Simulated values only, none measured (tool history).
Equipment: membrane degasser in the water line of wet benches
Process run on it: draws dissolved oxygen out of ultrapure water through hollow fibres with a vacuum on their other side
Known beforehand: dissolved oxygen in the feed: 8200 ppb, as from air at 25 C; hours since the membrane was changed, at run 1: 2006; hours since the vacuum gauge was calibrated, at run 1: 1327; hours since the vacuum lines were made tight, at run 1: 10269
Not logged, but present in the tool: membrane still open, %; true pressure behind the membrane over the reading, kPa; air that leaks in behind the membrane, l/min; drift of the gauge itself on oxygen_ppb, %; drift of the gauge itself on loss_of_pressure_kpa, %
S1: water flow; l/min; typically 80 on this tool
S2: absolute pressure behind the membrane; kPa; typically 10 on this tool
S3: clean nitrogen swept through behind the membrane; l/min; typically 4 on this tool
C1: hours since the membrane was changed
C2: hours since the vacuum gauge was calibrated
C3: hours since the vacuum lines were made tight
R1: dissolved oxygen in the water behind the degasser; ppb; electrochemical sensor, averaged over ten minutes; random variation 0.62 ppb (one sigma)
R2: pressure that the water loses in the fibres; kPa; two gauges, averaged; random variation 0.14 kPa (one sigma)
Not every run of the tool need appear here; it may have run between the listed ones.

run   hour  S1    S2    S3    C1    C2     C3      R1     R2
  1      0  80    10     4  2006  1327  10269   302.7   38.2
  2   58.5  80    10     4  2065  1386  10328   302.5  38.25
  3  120.3  80    10     4  2127  1447  10390   303.3   37.8
  4  181.9  80    10     4  2188  1509  10451   303.5  38.21
  5  214.4  80    10     4  2221  1542  10484   303.1  38.04
  6  249.2  80    10     4  2255  1576  10519   303.5  38.21
  7  294.1  80    10     4  2300  1621  10563   303.3  37.96
  8    338  80    10     4  2344  1665  10607   303.9  37.96
  9  400.8  80    10     4  2407  1728  10670   304.2  38.24
 10    447  77  17.3  1.77  2453  1774  10716  1087.7  36.79
 11    503  80    10  2.37  2509  1830  10772   462.3  38.14
     509.9  -- vacuum gauge calibrated
 12  569.5  80    10  2.37  2575    60  10838   462.9  38.26
 13    610  80  10.6     4  2616   100  10879   329.8  37.95
 14  651.3  80  11.6     4  2657   141  10920   370.9  38.03
 15  681.5  80    10  5.32  2687   172  10950   239.5   38.1
 16  725.7  84  23.5  3.52  2731   216  10994   961.9  39.94
 17  777.6  84  23.5  3.52  2783   268  11046   967.9  40.03
 18  835.6  84  23.5  3.52  2841   326  11104   966.7  40.05

Here are 3 independent what-if runs from the current tool condition. What would each one return?
     868.7  -- vacuum gauge calibrated, once more
  A  898.3  53  10.2  5.31  2904  30  11167   ?   ?
     868.7  -- vacuum gauge calibrated, once more
  B  898.3  57   8.4  2.32  2904  30  11167   ?   ?
     868.7  -- vacuum gauge calibrated, once more
  C  898.3  59  23.5  3.52  2904  30  11167   ?   ?

run     R1     R2
  A  165.6  25.28
  B  272.2  27.46
  C  723.4  28.19
Stripped of hidden state, with their random variation kept, the same runs would have yielded:
run     R1     R2
  A  163.8  25.09
  B  271.7  27.24
  C  716.6  27.97
